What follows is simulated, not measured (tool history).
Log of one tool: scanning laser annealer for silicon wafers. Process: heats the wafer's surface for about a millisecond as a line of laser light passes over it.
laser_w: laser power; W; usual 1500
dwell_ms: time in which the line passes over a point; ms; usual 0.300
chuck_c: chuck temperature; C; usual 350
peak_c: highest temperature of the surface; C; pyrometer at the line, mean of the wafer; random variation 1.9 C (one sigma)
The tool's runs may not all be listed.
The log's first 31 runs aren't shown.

run   hour  laser_w  dwell_ms  chuck_c  peak_c
 32  395.1     1542     0.317      385    1117
     405.4  -- optics aligned, line set to its width
 33  409.0     1542     0.317      385    1140
 34  425.6     1542     0.317      385    1139
 35  433.4     1542     0.317      385    1139
 36  449.8     1546     0.317      359    1110
 37  458.7     1573     0.304      318    1074
 38  472.6     1343     0.221      372     893
 39  485.2     1343     0.221      372     897
     488.2  -- window over the wafer cleaned
 40  502.5     1482     0.242      322     975

5 ways to go on from here, each from the tool as it stands after run 40. What would each give?
  A  515.3     1500     0.332      312       ?
  B  515.3     1533     0.239      348       ?
  C  515.3     1504     0.300      350       ?
  D  515.3     1482     0.242      367       ?
  E  515.3     1620     0.324      356       ?

run  peak_c
  A    1087
  B    1028
  C    1091
  D    1020
  E    1204
Without the tool's hidden state the same runs would have given:
run  peak_c
  A    1097
  B    1037
  C    1101
  D    1029
  E    1215
